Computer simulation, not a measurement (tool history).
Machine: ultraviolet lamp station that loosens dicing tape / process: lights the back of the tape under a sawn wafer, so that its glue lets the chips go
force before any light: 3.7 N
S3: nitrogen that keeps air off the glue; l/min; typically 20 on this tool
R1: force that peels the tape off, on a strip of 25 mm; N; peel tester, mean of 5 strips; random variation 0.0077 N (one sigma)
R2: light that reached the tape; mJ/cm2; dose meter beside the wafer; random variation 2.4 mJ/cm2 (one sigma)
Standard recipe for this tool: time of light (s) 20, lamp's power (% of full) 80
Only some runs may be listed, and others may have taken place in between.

{"run": 1, "hour": 0.0, "time of light (s)": 20, "lamp's power (% of full)": 80, "S3": 20, "R1": 0.364, "R2": 238}
{"run": 2, "hour": 19.7, "time of light (s)": 20, "lamp's power (% of full)": 80, "S3": 20, "R1": 0.361, "R2": 235}
{"run": 3, "hour": 39.3, "time of light (s)": 20, "lamp's power (% of full)": 80, "S3": 20, "R1": 0.39, "R2": 234}
{"run": 4, "hour": 55.5, "time of light (s)": 20, "lamp's power (% of full)": 80, "S3": 20, "R1": 0.387, "R2": 240}
{"run": 5, "hour": 80.1, "time of light (s)": 20, "lamp's power (% of full)": 80, "S3": 21, "R1": 0.362, "R2": 233}
{"run": 6, "hour": 94.1, "time of light (s)": 20, "lamp's power (% of full)": 80, "S3": 34, "R1": 0.283, "R2": 236}
{"run": 7, "hour": 117.7, "time of light (s)": 13, "lamp's power (% of full)": 75, "S3": 20, "R1": 0.929, "R2": 140}
{"run": 8, "hour": 133.8, "time of light (s)": 20, "lamp's power (% of full)": 65, "S3": 13, "R1": 0.767, "R2": 188}
{"run": 9, "hour": 154.7, "time of light (s)": 20, "lamp's power (% of full)": 65, "S3": 13, "R1": 0.813, "R2": 186}
{"run": 10, "hour": 177.0, "time of light (s)": 11, "lamp's power (% of full)": 83, "S3": 38, "R1": 0.787, "R2": 132}

Consider 4 possible next runs. They are alternatives, not a sequence: every one starts from the tool as it was left by run 10. What does each give?
{"run": "A", "hour": 201.3, "time of light (s)": 20, "lamp's power (% of full)": 61, "S3": 19, "R1": "?", "R2": "?"}
{"run": "B", "hour": 201.3, "time of light (s)": 29, "lamp's power (% of full)": 74, "S3": 8, "R1": "?", "R2": "?"}
{"run": "C", "hour": 201.3, "time of light (s)": 20, "lamp's power (% of full)": 80, "S3": 19, "R1": "?", "R2": "?"}
{"run": "D", "hour": 201.3, "time of light (s)": 15, "lamp's power (% of full)": 96, "S3": 20, "R1": "?", "R2": "?"}

run=A R1=0.712 R2=170
run=B R1=0.450 R2=309
run=C R1=0.430 R2=228
run=D R1=0.504 R2=202
Had the tool no hidden state, the same runs would have come out as:
run=A R1=0.533 R2=201
run=B R1=0.319 R2=364
run=C R1=0.302 R2=269
run=D R1=0.362 R2=239

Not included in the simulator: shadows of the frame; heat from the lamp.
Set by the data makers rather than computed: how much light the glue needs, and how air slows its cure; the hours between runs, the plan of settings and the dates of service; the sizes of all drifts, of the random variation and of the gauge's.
